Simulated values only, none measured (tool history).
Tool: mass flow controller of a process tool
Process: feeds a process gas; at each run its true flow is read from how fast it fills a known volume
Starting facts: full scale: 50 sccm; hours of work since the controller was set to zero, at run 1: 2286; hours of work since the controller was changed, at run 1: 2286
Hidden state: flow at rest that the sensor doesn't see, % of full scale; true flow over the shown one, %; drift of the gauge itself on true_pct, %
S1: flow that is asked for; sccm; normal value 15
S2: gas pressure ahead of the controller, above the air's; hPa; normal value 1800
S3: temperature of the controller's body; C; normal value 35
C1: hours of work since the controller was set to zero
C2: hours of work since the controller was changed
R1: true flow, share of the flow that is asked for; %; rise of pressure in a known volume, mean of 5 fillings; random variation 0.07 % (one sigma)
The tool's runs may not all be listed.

run,day,S1,S2,S3,C1,C2,R1
1,0.000,15,1800,35,2286,2286,99.14
2,3.496,15,1800,35,2343,2343,99.11
3,7.779,15,1800,35,2413,2413,99.06
4,10.325,15,1800,35,2454,2454,99.03
5,14.679,15,1800,35,2525,2525,98.99
6,17.654,15,1800,35,2574,2574,99.09
7,20.883,15,1800,35,2627,2627,99.16
8,23.550,15,1800,35,2670,2670,99.05
9,27.733,15,1530,35,2738,2738,98.74
10,31.067,15,1530,35,2793,2793,98.88
11,34.946,15,1890,35,2856,2856,99.17
12,37.425,15,1890,35,2896,2896,99.16
13,40.717,15,1890,35,2950,2950,99.04
14,43.704,15,1890,35,2999,2999,99.19
15,47.729,15,1890,35,3064,3064,99.09
16,50.954,47,2790,35,3117,3117,100.66
17,53.675,47,2790,30,3161,3161,100.38
18,57.083,34,2230,35,3217,3217,100.00
19,60.867,28,1570,31,3279,3279,99.18
20,63.521,21,1620,32,3322,3322,98.89
21,65.517,41,1880,21,3355,3355,99.57
22,67.783,41,1880,22,3392,3392,99.63
23,71.221,8,1410,20,3448,3448,98.08
24,73.167,15,1410,28,3479,3479,98.68

For run 25, what comes out?
25,75.546,31,1470,36,3518,3518,?

{"run 25": {"R1": 99.56}}
Had the tool carried no hidden state, the very same run would have given R1 99.55 %.

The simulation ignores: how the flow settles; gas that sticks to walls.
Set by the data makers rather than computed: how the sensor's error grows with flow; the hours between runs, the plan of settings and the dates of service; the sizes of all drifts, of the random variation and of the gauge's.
